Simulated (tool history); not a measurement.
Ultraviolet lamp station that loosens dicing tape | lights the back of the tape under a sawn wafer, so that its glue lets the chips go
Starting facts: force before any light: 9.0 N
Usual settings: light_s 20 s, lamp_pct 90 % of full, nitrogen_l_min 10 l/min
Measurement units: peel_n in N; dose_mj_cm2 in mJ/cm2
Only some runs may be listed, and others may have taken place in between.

Run 1, hour 0.0: usual settings. Result: peel_n 0.967 N, dose_mj_cm2 245 mJ/cm2.
Run 2, hour 7.5: usual settings. Result: peel_n 0.993 N, dose_mj_cm2 245 mJ/cm2.
Run 3, hour 17.2: usual settings. Result: peel_n 1.015 N, dose_mj_cm2 247 mJ/cm2.
Run 4, hour 33.2: usual settings. Result: peel_n 1.041 N, dose_mj_cm2 244 mJ/cm2.
Run 5, hour 46.7: usual settings but nitrogen_l_min 7 l/min. Result: peel_n 1.363 N, dose_mj_cm2 244 mJ/cm2.
Run 6, hour 56.5: usual settings but lamp_pct 65 % of full. Result: peel_n 1.810 N, dose_mj_cm2 173 mJ/cm2.
Run 7, hour 68.6: usual settings but nitrogen_l_min 12 l/min. Result: peel_n 0.924 N, dose_mj_cm2 236 mJ/cm2.
Run 8, hour 78.2: usual settings. Result: peel_n 1.011 N, dose_mj_cm2 241 mJ/cm2.
Run 9, hour 88.3: usual settings but light_s 15 s. Result: peel_n 1.793 N, dose_mj_cm2 180 mJ/cm2.
Run 10, hour 95.5: usual settings but light_s 15 s. Result: peel_n 1.795 N, dose_mj_cm2 179 mJ/cm2.
Run 11, hour 104.7: usual settings but light_s 15 s. Result: peel_n 1.840 N, dose_mj_cm2 177 mJ/cm2.
Run 12, hour 119.1: usual settings. Result: peel_n 1.115 N, dose_mj_cm2 240 mJ/cm2.
Run 13, hour 134.6: usual settings. Result: peel_n 1.142 N, dose_mj_cm2 234 mJ/cm2.
Run 14, hour 148.5: usual settings but light_s 15 s, lamp_pct 81 % of full, nitrogen_l_min 7 l/min. Result: peel_n 2.624 N, dose_mj_cm2 156 mJ/cm2.
Run 15, hour 162.9: usual settings but light_s 30 s, lamp_pct 78 % of full. Result: peel_n 0.681 N, dose_mj_cm2 300 mJ/cm2.
Run 16, hour 172.3: usual settings but light_s 30 s, lamp_pct 78 % of full. Result: peel_n 0.685 N, dose_mj_cm2 299 mJ/cm2.
Run 17, hour 185.7: usual settings but light_s 39 s, lamp_pct 64 % of full, nitrogen_l_min 7 l/min. Result: peel_n 0.817 N, dose_mj_cm2 316 mJ/cm2.
Run 18, hour 197.8: usual settings but light_s 25 s, nitrogen_l_min 12 l/min. Result: peel_n 0.651 N, dose_mj_cm2 277 mJ/cm2.
At hour 199.2: window cleaned of glue's vapour.
Run 19, hour 209.7: usual settings but light_s 35 s, nitrogen_l_min 4 l/min. Result: peel_n 1.060 N, dose_mj_cm2 356 mJ/cm2.

Run 20 is up next; what results do you expect?
Run 20, hour 219.1: usual settings but light_s 35 s, nitrogen_l_min 4 l/min. Result: peel_n ?, dose_mj_cm2 ?.

For run 20 the tool returned peel_n 1.059 N, dose_mj_cm2 353 mJ/cm2.
Minus the tool's unlogged condition, the same run would have read peel_n 0.430 N, dose_mj_cm2 536 mJ/cm2.

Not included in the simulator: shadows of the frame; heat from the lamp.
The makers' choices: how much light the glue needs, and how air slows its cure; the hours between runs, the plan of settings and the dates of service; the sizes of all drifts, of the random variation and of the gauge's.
